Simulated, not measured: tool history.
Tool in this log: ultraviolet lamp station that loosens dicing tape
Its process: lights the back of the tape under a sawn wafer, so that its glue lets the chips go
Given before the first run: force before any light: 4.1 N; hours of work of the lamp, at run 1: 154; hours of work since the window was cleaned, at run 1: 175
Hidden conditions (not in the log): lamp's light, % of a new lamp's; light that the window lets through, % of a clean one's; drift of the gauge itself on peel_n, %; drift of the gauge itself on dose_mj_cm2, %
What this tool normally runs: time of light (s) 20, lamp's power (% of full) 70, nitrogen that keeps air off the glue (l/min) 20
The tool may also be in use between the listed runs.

run   hour  time of light (s)  lamp's power (% of full)  nitrogen that keeps air off the glue (l/min)  hours of work of the lamp  hours of work since the window was cleaned  force that peels the tape off (N)  light that reached the tape (mJ/cm²)
  1    0.0                 20                        70                                            20                        154                                         175                              0.341                                   272
  2    8.6                 20                        70                                            20                        158                                         179                              0.321                                   274
  3   14.4                 16                        70                                            20                        160                                         181                              0.435                                   220
  4   24.8                 16                        70                                            20                        165                                         186                              0.453                                   221
  5   35.6                 16                        89                                            20                        170                                         191                              0.339                                   280
  6   44.3                 16                        89                                            29                        174                                         195                              0.307                                   276
  7   52.4                 12                        70                                            20                        178                                         199                              0.649                                   164
  8   60.0                 20                        70                                            38                        181                                         202                              0.275                                   270
  9   66.2                 20                        70                                            38                        184                                         205                              0.283                                   274
 10   75.6                 20                        70                                            20                        188                                         209                              0.338                                   273
 11   84.4                 35                        70                                            20                        192                                         213                              0.251                                   478
 12   91.3                 20                        70                                            20                        196                                         216                              0.327                                   269
 13  100.7                 20                        70                                            20                        200                                         221                              0.334                                   268
 14  109.1                 20                        70                                            20                        204                                         225                              0.344                                   267
 15  119.5                 20                        70                                            20                        208                                         229                              0.337                                   267
 16  127.6                 20                        70                                            20                        212                                         233                              0.342                                   270
 17  139.3                 20                        70                                            20                        217                                         238                              0.351                                   268
 18  147.5                 20                        70                                            20                        221                                         242                              0.357                                   270
 19  155.1                 20                        70                                            10                        225                                         246                              0.461                                   267
 20  162.4                 20                        70                                            10                        228                                         249                              0.464                                   269
 21  168.0                 25                        70                                            20                        231                                         252                              0.286                                   331
 22  175.4                 20                        70                                            27                        234                                         255                              0.313                                   269
 23  186.7                 20                        70                                            27                        239                                         260                              0.330                                   263
 24  195.6                 20                        70                                            27                        243                                         264                              0.305                                   265
 25  203.0                 20                        70                                            27                        247                                         268                              0.316                                   265
 26  214.5                 12                        89                                             6                        252                                         273                              0.884                                   199
 27  223.4                 11                        68                                             6                        256                                         277                              1.386                                   142
 28  234.6                 27                        70                                            20                        261                                         282                              0.269                                   352
 29  240.8                 12                        94                                             7                        264                                         285                              0.788                                   213
 30  250.7                 30                        82                                            28                        268                                         289                              0.250                                   461
 31  257.1                 30                        82                                            28                        271                                         292                              0.252                                   458
 32  265.4                 23                        81                                            28                        275                                         296                              0.254                                   350
 33  274.1                 23                        81                                            28                        279                                         300                              0.270                                   347
 34  284.2                 23                        81                                            26                        284                                         305                              0.271                                   348
 35  289.0                 12                        62                                            16                        286                                         307                              0.879                                   139
 36  297.0                 18                        88                                            24                        290                                         310                              0.302                                   293

What does the tool deliver on the next run?
 37  305.6                 18                        92                                            24                        293                                         314                                  ?                                     ?

{"run 37": {"force that peels the tape off (N)": 0.289, "light that reached the tape (mJ/cm²)": 308}}
Had the tool carried no hidden state, the very same run would have given force that peels the tape off (N) 0.268, light that reached the tape (mJ/cm²) 353.
